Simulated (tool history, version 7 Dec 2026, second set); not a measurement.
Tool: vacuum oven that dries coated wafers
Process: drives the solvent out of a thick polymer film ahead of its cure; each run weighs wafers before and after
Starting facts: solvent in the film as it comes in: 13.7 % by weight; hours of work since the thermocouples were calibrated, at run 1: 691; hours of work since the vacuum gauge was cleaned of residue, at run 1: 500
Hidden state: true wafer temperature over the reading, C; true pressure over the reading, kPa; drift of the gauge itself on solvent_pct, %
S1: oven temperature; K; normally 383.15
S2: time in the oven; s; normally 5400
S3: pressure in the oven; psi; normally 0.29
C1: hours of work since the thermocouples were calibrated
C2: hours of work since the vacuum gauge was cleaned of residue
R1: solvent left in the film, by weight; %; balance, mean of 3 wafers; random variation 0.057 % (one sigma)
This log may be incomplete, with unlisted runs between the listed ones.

Run 1, hour 0: usual settings; C1 691; C2 500. Result: R1 2.92 %.
Run 2, hour 21: usual settings; C1 705; C2 514. Result: R1 2.9 %.
Run 3, hour 58.3: usual settings; C1 731; C2 540. Result: R1 2.88 %.
Run 4, hour 78.3: usual settings; C1 745; C2 554. Result: R1 2.93 %.
Run 5, hour 102.8: usual settings; C1 761; C2 571. Result: R1 2.89 %.
Run 6, hour 123.4: usual settings; C1 776; C2 585. Result: R1 2.89 %.
Run 7, hour 163.9: usual settings but S2 4920 s; C1 803; C2 612. Result: R1 3.05 %.
Run 8, hour 205.6: usual settings but S2 7800 s, S3 1.13 psi; C1 832; C2 641. Result: R1 9.37 %.
At hour 209.2: vacuum gauge cleaned of residue and calibrated.
Run 9, hour 238.4: usual settings but S1 393.15 K, S2 7980 s, S3 1.13 psi; C1 853; C2 20. Result: R1 6.61 %.
Run 10, hour 270.1: usual settings but S1 371.15 K, S2 3900 s, S3 0.975 psi; C1 875; C2 42. Result: R1 12.69 %.
At hour 277.3: vacuum gauge cleaned of residue and calibrated, once more.
Run 11, hour 309.2: usual settings but S1 382.15 K, S2 4440 s; C1 901; C2 22. Result: R1 3.39 %.
Run 12, hour 344.4: usual settings but S1 382.15 K, S2 4440 s; C1 925; C2 46. Result: R1 3.48 %.
Run 13, hour 373.2: usual settings but S1 395.15 K, S2 4440 s; C1 945; C2 66. Result: R1 1.86 %.
Run 14, hour 391.9: usual settings but S1 372.15 K, S2 3300 s, S3 0.325 psi; C1 958; C2 79. Result: R1 6.54 %.

Branching from run 14: 3 alternative next runs. What would each branch give?
Run A, hour 426.2: usual settings but S1 397.15 K, S2 3300 s, S3 0.403 psi; C1 981; C2 102. Result: R1 ?.
Run B, hour 426.2: usual settings but S2 8700 s, S3 0.329 psi; C1 981; C2 102. Result: R1 ?.
Run C, hour 426.2: usual settings but S1 393.15 K, S3 0.674 psi; C1 981; C2 102. Result: R1 ?.

run    R1
  A  2.56
  B  2.73
  C  3.94
Take away the tool's hidden state, keep each run's random variation, and the runs would have read:
run    R1
  A   2.5
  B  2.66
  C  3.87

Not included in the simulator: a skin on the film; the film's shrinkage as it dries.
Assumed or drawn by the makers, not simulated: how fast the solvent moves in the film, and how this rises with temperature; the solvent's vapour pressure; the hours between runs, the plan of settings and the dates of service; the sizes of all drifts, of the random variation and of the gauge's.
